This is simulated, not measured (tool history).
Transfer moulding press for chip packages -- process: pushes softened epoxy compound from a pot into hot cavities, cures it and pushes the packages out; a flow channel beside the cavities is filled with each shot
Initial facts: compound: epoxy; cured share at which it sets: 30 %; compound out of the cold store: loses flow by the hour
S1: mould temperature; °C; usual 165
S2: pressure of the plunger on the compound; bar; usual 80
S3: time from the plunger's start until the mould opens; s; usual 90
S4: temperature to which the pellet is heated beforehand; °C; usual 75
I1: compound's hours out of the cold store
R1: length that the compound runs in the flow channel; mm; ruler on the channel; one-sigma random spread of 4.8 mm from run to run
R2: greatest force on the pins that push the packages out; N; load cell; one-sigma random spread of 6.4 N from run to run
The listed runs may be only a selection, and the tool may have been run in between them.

| run | hour | S1 | S2 | S3 | S4 | I1 | R1 | R2 |
|---|---|---|---|---|---|---|---|---|
| 1 | 0 | 165 | 80 | 90 | 75 | 11.6 | 882 | 354 |
|  | 9.6 | cavities cleaned with cleaning compound and waxed |
| 2 | 41.4 | 165 | 80 | 90 | 75 | 22.8 | 813 | 326 |
|  | 82.2 | cavities cleaned with cleaning compound and waxed |
| 3 | 109.5 | 165 | 80 | 90 | 75 | 36.6 | 722 | 311 |
| 4 | 140.8 | 165 | 80 | 90 | 75 | 40.9 | 693 | 355 |
|  | 154.7 | cavities cleaned with cleaning compound and waxed |
|  | 207.5 | mould's thermocouples calibrated |
| 5 | 214.8 | 165 | 80 | 90 | 75 | 11.7 | 869 | 348 |
|  | 231.1 | plunger's sealing rings changed |
|  | 232.6 | cavities cleaned with cleaning compound and waxed |
| 6 | 253 | 161 | 80 | 90 | 75 | 33.5 | 771 | 346 |
|  | 306.7 | cavities cleaned with cleaning compound and waxed |
| 7 | 311.6 | 161 | 80 | 90 | 75 | 8.4 | 921 | 315 |
| 8 | 347.6 | 165 | 80 | 90 | 85 | 25.7 | 795 | 326 |
|  | 379.3 | cavities cleaned with cleaning compound and waxed |
| 9 | 379.3 | 165 | 80 | 90 | 75 | 47.9 | 669 | 255 |
| 10 | 435.4 | 165 | 80 | 90 | 75 | 32.5 | 748 | 353 |
|  | 449.7 | cavities cleaned with cleaning compound and waxed |
| 11 | 476.3 | 165 | 80 | 90 | 75 | 16 | 853 | 318 |
| 12 | 514.7 | 165 | 73.2 | 90 | 75 | 40.6 | 669 | 365 |
|  | 520.3 | cavities cleaned with cleaning compound and waxed |
| 13 | 581 | 170 | 80 | 90 | 75 | 32.2 | 741 | 315 |
|  | 595 | cavities cleaned with cleaning compound and waxed |
|  | 647.7 | plunger's sealing rings changed |
| 14 | 647.7 | 170 | 80 | 90 | 75 | 20.5 | 839 | 331 |
|  | 670.3 | cavities cleaned with cleaning compound and waxed |
| 15 | 710.5 | 170 | 80 | 90 | 75 | 16.6 | 841 | 310 |
|  | 743.1 | cavities cleaned with cleaning compound and waxed |
| 16 | 758.3 | 170 | 80 | 90 | 75 | 18.3 | 831 | 277 |
|  | 819 | cavities cleaned with cleaning compound and waxed |
| 17 | 830.4 | 170 | 80 | 90 | 75 | 29 | 771 | 264 |
| 18 | 866.1 | 170 | 80 | 90 | 75 | 18.3 | 818 | 311 |
|  | 890.5 | cavities cleaned with cleaning compound and waxed |
| 19 | 898.7 | 170 | 80 | 78 | 85 | 47.9 | 657 | 269 |
| 20 | 953 | 165 | 89.9 | 115 | 75 | 28.2 | 808 | 325 |
|  | 965.6 | cavities cleaned with cleaning compound and waxed |
| 21 | 1003.6 | 165 | 89.9 | 115 | 75 | 33 | 789 | 317 |
|  | 1037.9 | cavities cleaned with cleaning compound and waxed |
| 22 | 1058.1 | 171 | 89.9 | 115 | 72 | 14.6 | 892 | 265 |
|  | 1063.8 | plunger's sealing rings changed |
|  | 1112.8 | cavities cleaned with cleaning compound and waxed |
| 23 | 1121.9 | 170 | 81.8 | 90 | 67 | 47.2 | 684 | 262 |
| 24 | 1171 | 170 | 81.8 | 90 | 67 | 22.9 | 822 | 334 |
|  | 1186 | mould's thermocouples calibrated |
|  | 1187.5 | cavities cleaned with cleaning compound and waxed |
| 25 | 1225.3 | 170 | 81.8 | 90 | 67 | 19.8 | 834 | 302 |
|  | 1262.1 | cavities cleaned with cleaning compound and waxed |
| 26 | 1283.8 | 169 | 68.9 | 73 | 67 | 23.9 | 740 | 335 |

Forecast each of these 4 alternatives for the next run:
| A | 1323.2 | 165 | 75.1 | 90 | 79 | 12.6 | ? | ? |
| B | 1323.2 | 165 | 80 | 90 | 82 | 43.1 | ? | ? |
| C | 1323.2 | 163 | 80 | 104 | 75 | 8 | ? | ? |
| D | 1323.2 | 161 | 80 | 90 | 75 | 38.6 | ? | ? |

| run | R1 | R2 |
|---|---|---|
| A | 846 | 372 |
| B | 694 | 357 |
| C | 918 | 337 |
| D | 717 | 378 |
What these runs would have given with no unlogged condition in the tool:
| run | R1 | R2 |
|---|---|---|
| A | 867 | 264 |
| B | 711 | 256 |
| C | 940 | 240 |
| D | 734 | 270 |
